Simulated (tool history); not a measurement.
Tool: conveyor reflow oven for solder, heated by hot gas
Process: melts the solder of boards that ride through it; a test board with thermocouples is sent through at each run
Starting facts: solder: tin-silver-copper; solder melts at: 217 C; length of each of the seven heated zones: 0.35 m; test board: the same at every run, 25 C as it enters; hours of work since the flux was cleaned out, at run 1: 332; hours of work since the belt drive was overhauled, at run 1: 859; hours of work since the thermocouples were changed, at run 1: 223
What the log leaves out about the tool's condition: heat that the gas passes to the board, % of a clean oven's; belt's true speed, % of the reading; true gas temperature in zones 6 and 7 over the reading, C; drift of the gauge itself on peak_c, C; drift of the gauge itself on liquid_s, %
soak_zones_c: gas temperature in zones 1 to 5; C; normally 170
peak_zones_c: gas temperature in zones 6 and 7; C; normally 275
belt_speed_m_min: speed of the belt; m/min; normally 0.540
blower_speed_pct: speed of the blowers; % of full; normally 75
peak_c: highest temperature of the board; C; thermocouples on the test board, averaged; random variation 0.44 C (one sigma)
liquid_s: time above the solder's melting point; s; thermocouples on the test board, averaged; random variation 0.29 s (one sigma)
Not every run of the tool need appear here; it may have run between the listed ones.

run     day  soak_zones_c  peak_zones_c  belt_speed_m_min  blower_speed_pct  hours of work since the flux was cleaned out  hours of work since the belt drive was overhauled  hours of work since the thermocouples were changed  peak_c  liquid_s
  1   0.000           170           275             0.540                75                                           332                                                859                                                 223   261.3      64.5
  2   1.258           170           275             0.438                75                                           349                                                876                                                 240   267.1      84.4
  3   2.812           163           275             0.540                75                                           369                                                896                                                 261   260.4      61.5
  4   4.154           163           275             0.540                75                                           387                                                914                                                 278   260.2      61.7
      4.808  -- flux residue cleaned out of gas plates and filters
  5   6.404           170           275             0.540                75                                            21                                                941                                                 306   263.4      65.9
  6   8.208           170           275             0.540                75                                            45                                                965                                                 330   263.0      66.3
  7   9.942           170           275             0.432                75                                            68                                                989                                                 353   268.4      86.7
  8  11.283           170           275             0.432                81                                            86                                               1006                                                 371   268.6      87.4
  9  12.350           170           275             0.540                75                                           100                                               1021                                                 385   263.4      66.1
 10  14.433           170           266             0.540                75                                           128                                               1048                                                 412   254.7      61.1
 11  16.454           170           275             0.540                75                                           155                                               1075                                                 439   261.9      65.9
 12  17.975           170           282             0.540                75                                           175                                               1096                                                 460   268.5      68.8
 13  19.967           170           282             0.540                75                                           202                                               1122                                                 486   269.4      68.2
 14  21.292           167           282             0.540                75                                           219                                               1140                                                 504   268.2      67.8
 15  22.725           167           282             0.540                75                                           239                                               1159                                                 523   268.6      67.5
     23.596  -- thermocouples of zones 6 and 7 changed
 16  24.625           170           275             0.540                81                                           263                                               1183                                                  14   264.2      65.6
 17  25.725           173           275             0.592                75                                           277                                               1198                                                  28   261.1      59.0
 18  27.308           173           275             0.592                75                                           298                                               1219                                                  49   260.2      59.0
 19  29.500           173           275             0.592                75                                           328                                               1248                                                  79   259.6      58.5
 20  30.733           161           275             0.592                75                                           344                                               1264                                                  95   257.7      54.2
 21  32.671           171           275             0.617                55                                           370                                               1290                                                 121   251.3      48.8
 22  33.896           164           275             0.514                75                                           386                                               1306                                                 137   261.6      66.6
     34.642  -- flux residue cleaned out of gas plates and filters
 23  36.004           159           266             0.615                75                                            18                                               1332                                                 162   251.1      48.1
 24  37.621           185           270             0.574                56                                            40                                               1353                                                 184   256.2      61.8
 25  38.938           185           270             0.574                56                                            57                                               1371                                                 201   256.1      62.1
 26  40.108           185           270             0.574                56                                            73                                               1386                                                 217   255.1      62.3
 27  42.162           185           270             0.574                56                                           100                                               1414                                                 244   255.6      62.0
 28  43.938           185           270             0.618                56                                           124                                               1437                                                 268   252.7      55.6
 29  45.275           157           275             0.447                75                                           142                                               1455                                                 286   266.8      80.0
 30  46.650           170           275             0.629                56                                           160                                               1473                                                 304   253.5      49.1
 31  47.696           170           275             0.629                56                                           174                                               1487                                                 318   253.1      49.4

4 ways to go on from here, each from the tool as it stands after run 31. What would each give?
  A  49.746           170           275             0.494                75                                           201                                               1515                                                 345       ?         ?
  B  49.746           156           275             0.540                75                                           201                                               1515                                                 345       ?         ?
  C  49.746           180           275             0.589                75                                           201                                               1515                                                 345       ?         ?
  D  49.746           172           272             0.539                75                                           201                                               1515                                                 345       ?         ?

run  peak_c  liquid_s
  A   265.1      74.5
  B   261.5      61.0
  C   261.8      62.6
  D   259.6      65.8
With the hidden condition removed and each run's random variation left untouched, the same runs would have given:
run  peak_c  liquid_s
  A   266.3      73.7
  B   263.0      60.9
  C   263.2      62.1
  D   261.0      65.3

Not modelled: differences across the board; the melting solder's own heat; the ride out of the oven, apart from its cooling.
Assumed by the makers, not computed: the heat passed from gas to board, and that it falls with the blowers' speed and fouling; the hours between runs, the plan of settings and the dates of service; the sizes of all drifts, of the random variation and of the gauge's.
